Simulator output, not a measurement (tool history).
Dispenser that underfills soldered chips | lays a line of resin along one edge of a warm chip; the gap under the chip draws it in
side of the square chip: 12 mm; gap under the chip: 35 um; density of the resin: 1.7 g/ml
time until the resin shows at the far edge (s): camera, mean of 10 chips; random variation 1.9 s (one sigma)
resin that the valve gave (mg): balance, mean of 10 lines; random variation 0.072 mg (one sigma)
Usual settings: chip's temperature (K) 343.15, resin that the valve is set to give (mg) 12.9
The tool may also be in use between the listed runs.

run	day	chip's temperature (K)	resin that the valve is set to give (mg)	time until the resin shows at the far edge (s)	resin that the valve gave (mg)
1	0	343.15	12.9	262.3	12.13
# day 0.15: new syringe of resin
2	0.254	343.15	12.9	220.9	12.01
3	0.454	343.15	12.9	264.2	11.98
# day 0.583: new syringe of resin
4	0.671	343.15	16.7	206.7	15.34
5	0.817	343.15	14.4	241.6	13.29
6	0.954	343.15	14.4	286.6	13.27
# day 1.029: new syringe of resin
7	1.096	343.15	14.4	212.3	13.13
8	1.196	343.15	14.4	240.4	13.33
9	1.346	343.15	14.4	274.2	13.27
# day 1.471: new syringe of resin
10	1.588	343.15	11.2	233.7	10.11
11	1.75	343.15	11.2	277.9	10.25
# day 1.912: new syringe of resin
12	1.967	343.15	11.2	227.2	10.18
13	2.171	343.15	14.9	256.2	13.54
14	2.308	346.15	14.9	259.9	13.39
# day 2.354: new syringe of resin
15	2.542	343.15	12.9	247.4	11.64
16	2.717	343.15	12.9	295.9	11.51
# day 2.792: new syringe of resin
17	2.954	343.15	12.9	236	11.59
18	3.1	345.15	14.8	241.8	13.23
# day 3.229: new syringe of resin
19	3.333	345.15	14.8	198.2	13.21
20	3.467	345.15	14.8	231.7	13.01
# day 3.679: new syringe of resin
21	3.7	345.15	14.8	178.9	13.24
22	3.829	335.15	15.5	322.4	13.58
23	3.988	335.15	15.5	381.1	13.58
# day 4.125: new syringe of resin
24	4.138	335.15	15.5	276.4	13.67
25	4.35	342.15	16.5	255.1	14.45
26	4.45	342.15	16.5	281.4	14.49
# day 4.567: new syringe of resin
27	4.629	342.15	16.5	215.9	14.34
28	4.838	333.15	15	405.7	12.89
# day 5.012: new syringe of resin
# day 5.108: dispensing valve cleaned and set on the balance
29	5.133	333.15	15	331.2	14.95
30	5.292	358.15	15.9	136.4	15.73

Measured less the same run without the tool's hidden state. The same run-to-run variation is in both; the gauge's scatter may not be:
The hidden state here: resin's viscosity, % of fresh resin's; dose that the valve gives, % of what is set; true chip temperature over the reading, C; drift of the gauge itself on fill_s, %; drift of the gauge itself on given_mg, %.
run	time until the resin shows at the far edge (s)	resin that the valve gave (mg)
1	+72.6	-0.79
2	+27.8	-0.84
3	+77.3	-0.87
4	+21.4	-1.17
5	+57	-1.06
6	+97.6	-1.09
7	+24.2	-1.11
8	+48.5	-1.14
9	+87.4	-1.16
10	+37.4	-0.94
11	+81.9	-0.97
12	+25.9	-1.01
13	+69.2	-1.38
14	+95.2	-1.41
15	+56.5	-1.26
16	+105.5	-1.31
17	+44.9	-1.34
18	+71.8	-1.57
19	+27.9	-1.62
20	+59	-1.64
21	+10.6	-1.72
22	+58.2	-1.82
23	+116.6	-1.85
24	+14	-1.87
25	+60.4	-2.05
26	+87.9	-2.08
27	+19.1	-2.11
28	+111.2	-1.96
29	+43.2	-0.04
30	+35.8	-0.07
